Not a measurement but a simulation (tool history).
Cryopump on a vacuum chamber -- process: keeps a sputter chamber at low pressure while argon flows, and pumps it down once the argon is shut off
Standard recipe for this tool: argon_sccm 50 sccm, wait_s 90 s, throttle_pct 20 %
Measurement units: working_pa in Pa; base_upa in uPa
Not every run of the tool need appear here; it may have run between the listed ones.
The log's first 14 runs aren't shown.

| run | hour | argon_sccm | wait_s | throttle_pct | working_pa | base_upa |
|---|---|---|---|---|---|---|
| 15 | 1110.4 | 50 | 90 | 47 | 0.1631 | 1.07 |
| 16 | 1181.9 | 33 | 90 | 20 | 0.2459 | 1.12 |
| 17 | 1236.3 | 33 | 90 | 20 | 0.2457 | 1.18 |
| 18 | 1343.0 | 33 | 90 | 20 | 0.2522 | 1.28 |
| 19 | 1456.6 | 33 | 90 | 53 | 0.1070 | 1.41 |
| 20 | 1508.5 | 66 | 74 | 30 | 0.3540 | 1.64 |
|  | 1562.1 | pump warmed up, emptied and cooled again |
| 21 | 1602.2 | 66 | 74 | 30 | 0.3171 | 1.32 |
| 22 | 1721.5 | 66 | 74 | 30 | 0.3244 | 1.51 |
| 23 | 1773.7 | 50 | 32 | 31 | 0.2412 | 2.41 |
| 24 | 1861.8 | 50 | 32 | 31 | 0.2414 | 2.55 |

The next listed run, before its measurement:
| 25 | 1945.4 | 53 | 90 | 20 | ? | ? |

working_pa: 0.3991 Pa
base_upa: 1.55 uPa
Take away the tool's hidden state, keep the run-to-run variation as it was, and the same run would have given working_pa 0.3820 Pa, base_upa 0.80 uPa.
